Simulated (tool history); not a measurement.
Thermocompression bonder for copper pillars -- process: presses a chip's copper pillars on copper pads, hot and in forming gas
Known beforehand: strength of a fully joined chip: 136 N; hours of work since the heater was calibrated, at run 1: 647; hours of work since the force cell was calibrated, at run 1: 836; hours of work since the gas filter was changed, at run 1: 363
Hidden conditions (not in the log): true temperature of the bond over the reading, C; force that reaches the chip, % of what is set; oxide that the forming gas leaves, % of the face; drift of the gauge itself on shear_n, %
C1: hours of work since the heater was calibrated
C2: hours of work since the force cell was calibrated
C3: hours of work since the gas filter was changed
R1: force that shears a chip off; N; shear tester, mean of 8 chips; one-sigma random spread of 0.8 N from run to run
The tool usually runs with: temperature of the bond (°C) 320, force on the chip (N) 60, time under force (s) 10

Run 1, day 0: usual settings; C1 647; C2 836; C3 363. Result: R1 83.3 N.
Run 2, day 1.788: usual settings; C1 678; C2 868; C3 395. Result: R1 84 N.
At day 3.067: forming gas filter changed.
Run 3, day 3.188: usual settings; C1 703; C2 892; C3 2. Result: R1 84.2 N.
Run 4, day 4.638: usual settings; C1 729; C2 918; C3 28. Result: R1 85.6 N.
Run 5, day 6.396: usual settings; C1 760; C2 949; C3 59. Result: R1 84.3 N.
Run 6, day 7.817: usual settings; C1 785; C2 975; C3 84. Result: R1 83.9 N.
Run 7, day 9.038: usual settings; C1 807; C2 996; C3 106. Result: R1 84.7 N.
Run 8, day 9.988: usual settings; C1 824; C2 1013; C3 123. Result: R1 82.7 N.
Run 9, day 11.15: usual settings but time under force (s) 6; C1 845; C2 1034; C3 144. Result: R1 71.3 N.
Run 10, day 12.192: usual settings but time under force (s) 6; C1 863; C2 1052; C3 162. Result: R1 70.5 N.
Run 11, day 13.096: usual settings but force on the chip (N) 86; C1 879; C2 1068; C3 178. Result: R1 107.5 N.
Run 12, day 14.721: usual settings; C1 908; C2 1097; C3 207. Result: R1 84.9 N.
Run 13, day 16.042: usual settings; C1 932; C2 1121; C3 231. Result: R1 82.2 N.
At day 16.858: heater calibrated with a thermocouple chip.
Run 14, day 17.012: usual settings but temperature of the bond (°C) 313, force on the chip (N) 53, time under force (s) 7; C1 3; C2 1137; C3 247. Result: R1 61.5 N.
Run 15, day 18.138: usual settings but temperature of the bond (°C) 295, time under force (s) 7; C1 23; C2 1157; C3 267. Result: R1 58.7 N.
Run 16, day 19.238: usual settings but temperature of the bond (°C) 338, force on the chip (N) 41, time under force (s) 7; C1 42; C2 1176; C3 286. Result: R1 62.5 N.
Run 17, day 20.021: usual settings but temperature of the bond (°C) 338, force on the chip (N) 41, time under force (s) 7; C1 56; C2 1190; C3 300. Result: R1 62.3 N.
Run 18, day 21.35: usual settings but temperature of the bond (°C) 338, force on the chip (N) 41, time under force (s) 7; C1 80; C2 1214; C3 324. Result: R1 62.9 N.
Run 19, day 22.779: usual settings but temperature of the bond (°C) 310, force on the chip (N) 89; C1 105; C2 1239; C3 349. Result: R1 103.3 N.
Run 20, day 23.879: usual settings but temperature of the bond (°C) 338, force on the chip (N) 52, time under force (s) 27; C1 125; C2 1259; C3 369. Result: R1 110.4 N.
Run 21, day 24.971: usual settings but temperature of the bond (°C) 299, force on the chip (N) 78, time under force (s) 5; C1 144; C2 1278; C3 388. Result: R1 69.4 N.
Run 22, day 25.792: usual settings but temperature of the bond (°C) 299, force on the chip (N) 78, time under force (s) 5; C1 159; C2 1293; C3 403. Result: R1 70.6 N.
At day 26.75: forming gas filter changed.
Run 23, day 27.446: usual settings but force on the chip (N) 63; C1 188; C2 1322; C3 12. Result: R1 87.8 N.
Run 24, day 28.217: usual settings but temperature of the bond (°C) 331, force on the chip (N) 45, time under force (s) 12; C1 202; C2 1336; C3 26. Result: R1 77.6 N.
Run 25, day 29.308: usual settings but temperature of the bond (°C) 339, force on the chip (N) 49, time under force (s) 17; C1 221; C2 1355; C3 46. Result: R1 97 N.

4 ways to go on from here, each from the tool as it stands after run 25. What would each give?
Run A, day 30.762: usual settings but temperature of the bond (°C) 302, force on the chip (N) 52, time under force (s) 14; C1 247; C2 1381; C3 71. Result: R1 ?.
Run B, day 30.762: usual settings but temperature of the bond (°C) 336, force on the chip (N) 66, time under force (s) 6; C1 247; C2 1381; C3 71. Result: R1 ?.
Run C, day 30.762: usual settings but temperature of the bond (°C) 339, force on the chip (N) 37, time under force (s) 8; C1 247; C2 1381; C3 71. Result: R1 ?.
Run D, day 30.762: usual settings but temperature of the bond (°C) 303; C1 247; C2 1381; C3 71. Result: R1 ?.

run    R1
  A  71.9
  B  89.1
  C  59.7
  D  72.7
Had the tool no hidden state, the same runs would have come out as:
run    R1
  A  71.7
  B  88.9
  C  59.4
  D  72.5
